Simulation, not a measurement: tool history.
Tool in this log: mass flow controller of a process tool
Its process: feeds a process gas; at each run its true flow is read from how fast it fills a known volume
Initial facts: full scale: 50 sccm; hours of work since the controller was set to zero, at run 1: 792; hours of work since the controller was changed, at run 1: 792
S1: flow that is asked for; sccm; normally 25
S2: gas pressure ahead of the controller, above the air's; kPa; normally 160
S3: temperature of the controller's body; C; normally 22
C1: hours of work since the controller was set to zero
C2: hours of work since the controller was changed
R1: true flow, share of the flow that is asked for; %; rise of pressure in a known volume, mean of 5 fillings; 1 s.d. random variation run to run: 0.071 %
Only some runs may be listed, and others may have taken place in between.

run,day,S1,S2,S3,C1,C2,R1
1,0.000,25,160,22,792,792,99.59
2,12.412,25,160,22,961,961,99.56
3,23.588,28,160,22,1112,1112,99.63
4,33.858,28,160,22,1252,1252,99.72
5,39.425,28,151,22,1327,1327,99.72
6,48.346,28,151,22,1448,1448,99.66
7,60.346,28,151,22,1611,1611,99.59
8,67.908,28,151,22,1714,1714,99.75
9,73.271,28,151,22,1786,1786,99.65
10,79.538,28,151,22,1871,1871,99.61
11,89.012,28,151,22,2000,2000,99.63
12,94.808,28,151,22,2079,2079,99.77
13,100.712,28,151,22,2159,2159,99.60
14,106.471,28,151,22,2237,2237,99.74
15,115.654,28,151,22,2362,2362,99.68
16,126.200,25,244,21,2505,2505,99.58
17,136.554,7,188,23,2645,2645,98.86
18,142.192,7,188,23,2722,2722,98.73
19,151.675,25,191,29,2850,2850,98.74
20,163.467,12,145,27,3010,3010,98.58
21,172.712,7,145,37,3136,3136,97.33
22,183.388,25,245,39,3281,3281,97.51
23,191.333,25,245,39,3389,3389,97.55
24,196.746,25,245,22,3462,3462,99.36

What does the tool deliver on the next run?
25,204.421,9,157,28,3566,3566,?

Run 25 measured R1 98.46 %.
Minus the tool's unlogged condition, the same run would have read R1 98.44 %.
